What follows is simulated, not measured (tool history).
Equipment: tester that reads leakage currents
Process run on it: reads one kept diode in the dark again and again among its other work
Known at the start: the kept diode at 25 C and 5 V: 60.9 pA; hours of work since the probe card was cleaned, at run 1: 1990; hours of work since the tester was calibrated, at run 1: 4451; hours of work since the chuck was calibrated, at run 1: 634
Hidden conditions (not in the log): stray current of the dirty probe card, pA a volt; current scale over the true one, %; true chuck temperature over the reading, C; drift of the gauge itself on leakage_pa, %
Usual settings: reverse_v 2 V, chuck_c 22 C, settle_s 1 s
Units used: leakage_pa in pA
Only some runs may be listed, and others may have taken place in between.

run    hour  reverse_v  chuck_c  settle_s  hours of work since the probe card was cleaned  hours of work since the tester was calibrated  hours of work since the chuck was calibrated  leakage_pa
  1       0          2       22         1                                            1990                                           4451                                           634       38.96
  2   134.6          2       22         1                                            2054                                           4515                                           697       39.44
      276.2  -- tester calibrated
  3   352.8          2       22      0.74                                            2156                                             36                                           799       41.38
  4   451.6          2       22         1                                            2203                                             83                                           846       40.99
  5   598.3          2       22         1                                            2272                                            152                                           915       41.55
  6   758.4          2       22         1                                            2348                                            228                                           991       41.97
  7   885.8          2       22         1                                            2408                                            288                                          1051       42.23
  8   990.1          2       22         1                                            2457                                            337                                          1101       42.44
  9  1104.3       3.45       22         1                                            2511                                            391                                          1155       54.09
 10  1253.3       3.45       22         1                                            2581                                            462                                          1225       54.63
 11  1428.3       3.45       22      0.45                                            2664                                            545                                          1308          57
 12    1665          2       22         2                                            2776                                            656                                          1420       44.04
 13  1783.1          2       22         2                                            2832                                            712                                          1475       44.77
       1808  -- probe card cleaned and baked
 14  1927.9          2       22      0.55                                              57                                            779                                          1542       47.68
     2115.3  -- chuck's temperature calibrated
 15  2119.1       1.74       22         1                                             146                                            869                                             2       38.08
     2188.7  -- probe card cleaned and baked, once more
 16  2237.3       1.31       22         1                                              23                                            923                                            56       29.59
 17  2462.8          2       22         1                                             130                                           1030                                           163        35.4
 18  2578.4       8.49       22         1                                             184                                           1084                                           217       61.93
 19  2710.9       8.49       22         1                                             247                                           1147                                           280       62.78
 20  2939.6       7.27       24      0.62                                             355                                           1255                                           388       71.33
 21  3152.7       7.27       24      6.26                                             456                                           1356                                           489       69.07
 22  3390.7       7.27       24      1.03                                             568                                           1468                                           601       72.75
 23  3597.4      16.43       21      1.27                                             666                                           1566                                           699       83.33
 24  3774.4       7.87       22       1.2                                             749                                           1650                                           783        66.3
 25  3913.3       1.15       22      1.65                                             815                                           1715                                           848       31.11
 26  4106.8       1.21       21      2.38                                             907                                           1807                                           940       29.74
 27  4270.2        5.9       31      1.71                                             984                                           1884                                          1017       117.7
 28    4429        5.9       31      1.71                                            1059                                           1959                                          1092      118.72
 29    4635          2       22      1.69                                            1156                                           2057                                          1190       40.19
 30  4823.8          2       35         1                                            1246                                           2146                                          1279      107.77
 31  4983.2          2       35         1                                            1321                                           2221                                          1354      109.59
 32  5211.7       3.19       35      0.61                                            1429                                           2329                                          1462      131.71
 33  5439.3       3.19       35      0.61                                            1536                                           2437                                          1570      132.85
     5575.5  -- chuck's temperature calibrated
 34  5616.6       3.19       35      0.61                                            1619                                           2520                                            19      117.31
 35  5784.7       2.51       35      0.61                                            1699                                           2599                                            99      108.14
 36  5935.4       4.65       22         1                                            1770                                           2670                                           170       54.02
 37  6162.1       4.65       28         1                                            1877                                           2777                                           277       84.36
 38  6366.5       4.65       28         1                                            1974                                           2874                                           374       85.11

Consider 3 possible next runs. They are alternatives, not a sequence: every one starts from the tool as it was left by run 38. What does each give?
  A  6501.5       4.65       28      5.46                                            2038                                           2938                                           438           ?
  B  6501.5        1.3       24      0.36                                            2038                                           2938                                           438           ?
  C  6501.5       5.29       20      2.86                                            2038                                           2938                                           438           ?

run  leakage_pa
  A       84.69
  B       39.26
  C       50.83
Stripped of hidden state, with their random variation kept, the same runs would have yielded:
run  leakage_pa
  A       75.69
  B       36.15
  C       42.28

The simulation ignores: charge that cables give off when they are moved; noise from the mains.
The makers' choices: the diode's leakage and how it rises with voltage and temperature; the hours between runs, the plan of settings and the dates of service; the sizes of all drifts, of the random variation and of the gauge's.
